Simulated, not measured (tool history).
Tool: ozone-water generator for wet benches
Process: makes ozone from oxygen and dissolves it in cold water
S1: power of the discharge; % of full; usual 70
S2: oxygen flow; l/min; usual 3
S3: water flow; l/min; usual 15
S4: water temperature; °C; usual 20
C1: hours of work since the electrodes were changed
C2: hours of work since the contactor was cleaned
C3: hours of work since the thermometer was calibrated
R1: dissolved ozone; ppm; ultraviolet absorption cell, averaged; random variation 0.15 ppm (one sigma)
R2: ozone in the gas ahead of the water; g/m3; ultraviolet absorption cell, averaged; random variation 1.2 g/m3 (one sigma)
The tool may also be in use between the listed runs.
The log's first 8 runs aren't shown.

| run | hour | S1 | S2 | S3 | S4 | C1 | C2 | C3 | R1 | R2 |
|---|---|---|---|---|---|---|---|---|---|---|
| 9 | 755.7 | 70 | 3 | 15 | 20 | 2821 | 5780 | 917 | 17.7 | 208.4 |
|  | 765.8 | contactor cleaned |
| 10 | 820.5 | 70 | 3 | 21 | 20 | 2879 | 52 | 974 | 13.3 | 209.3 |
| 11 | 925.4 | 70 | 3 | 21 | 20 | 2978 | 151 | 1074 | 13.2 | 208.1 |
| 12 | 1028.1 | 70 | 3 | 15 | 20 | 3076 | 249 | 1171 | 17.4 | 209.5 |
| 13 | 1151.4 | 70 | 2.19 | 15 | 20 | 3193 | 366 | 1288 | 17.7 | 261 |
|  | 1164.3 | contactor cleaned, once more |
| 14 | 1273.1 | 70 | 2.19 | 15 | 20 | 3304 | 103 | 1400 | 19 | 260.6 |
| 15 | 1355.1 | 70 | 2.19 | 15 | 20 | 3382 | 181 | 1478 | 19.1 | 258.7 |
| 16 | 1491.4 | 70 | 3.33 | 15 | 20 | 3512 | 310 | 1607 | 18.2 | 192 |
| 17 | 1582.9 | 70 | 4.81 | 9 | 16 | 3598 | 397 | 1694 | 24.5 | 148.9 |
| 18 | 1664.7 | 70 | 1.76 | 23 | 20 | 3676 | 475 | 1771 | 12.5 | 303.9 |
| 19 | 1798.5 | 70 | 2.33 | 16 | 20 | 3803 | 602 | 1898 | 17.6 | 246.9 |
| 20 | 1927.6 | 83 | 5.16 | 11 | 17 | 3925 | 724 | 2021 | 22.9 | 154.2 |
| 21 | 2003.4 | 83 | 2.55 | 15 | 21 | 3997 | 796 | 2093 | 20 | 253 |
| 22 | 2082.8 | 56 | 1.59 | 15 | 21 | 4073 | 871 | 2168 | 16.2 | 279.5 |
| 23 | 2177.4 | 56 | 1.59 | 15 | 21 | 4162 | 961 | 2258 | 16.2 | 284.1 |
| 24 | 2269.7 | 56 | 1.59 | 15 | 21 | 4250 | 1049 | 2345 | 16.3 | 282.3 |
| 25 | 2381.3 | 40 | 3.75 | 11 | 17 | 4356 | 1155 | 2451 | 16.7 | 129.6 |
| 26 | 2449.2 | 80 | 3 | 20 | 16 | 4420 | 1219 | 2516 | 16.1 | 217.5 |
| 27 | 2512.2 | 70 | 2.95 | 13 | 12 | 4480 | 1279 | 2575 | 22.2 | 205.7 |
| 28 | 2571.4 | 70 | 2.95 | 13 | 12 | 4536 | 1335 | 2632 | 22 | 206.1 |
| 29 | 2684.5 | 70 | 2.95 | 13 | 12 | 4644 | 1442 | 2739 | 22 | 207.7 |
| 30 | 2770.7 | 70 | 3.64 | 23 | 26 | 4725 | 1524 | 2821 | 11.8 | 179.3 |
| 31 | 2860.7 | 44 | 5.18 | 21 | 25 | 4811 | 1609 | 2906 | 9.6 | 108.6 |
| 32 | 2987 | 83 | 3 | 15 | 20 | 4931 | 1729 | 3026 | 19.9 | 222.6 |

5 ways to go on from here, each from the tool as it stands after run 32. What would each give?
| A | 3071.5 | 70 | 3.34 | 9 | 16 | 5011 | 1810 | 3106 | ? | ? |
| B | 3071.5 | 83 | 1.58 | 15 | 20 | 5011 | 1810 | 3106 | ? | ? |
| C | 3071.5 | 68 | 3 | 11 | 20 | 5011 | 1810 | 3106 | ? | ? |
| D | 3071.5 | 91 | 4.65 | 22 | 20 | 5011 | 1810 | 3106 | ? | ? |
| E | 3071.5 | 70 | 1.55 | 18 | 16 | 5011 | 1810 | 3106 | ? | ? |

| run | R1 | R2 |
|---|---|---|
| A | 26 | 187 |
| B | 19.6 | 345.7 |
| C | 21.4 | 197.8 |
| D | 14.5 | 172.9 |
| E | 15.5 | 321.7 |
Without the tool's hidden state the same runs would have given:
| run | R1 | R2 |
|---|---|---|
| A | 28.8 | 203.4 |
| B | 21.8 | 379 |
| C | 23.7 | 215 |
| D | 16.3 | 190.4 |
| E | 17.2 | 350 |
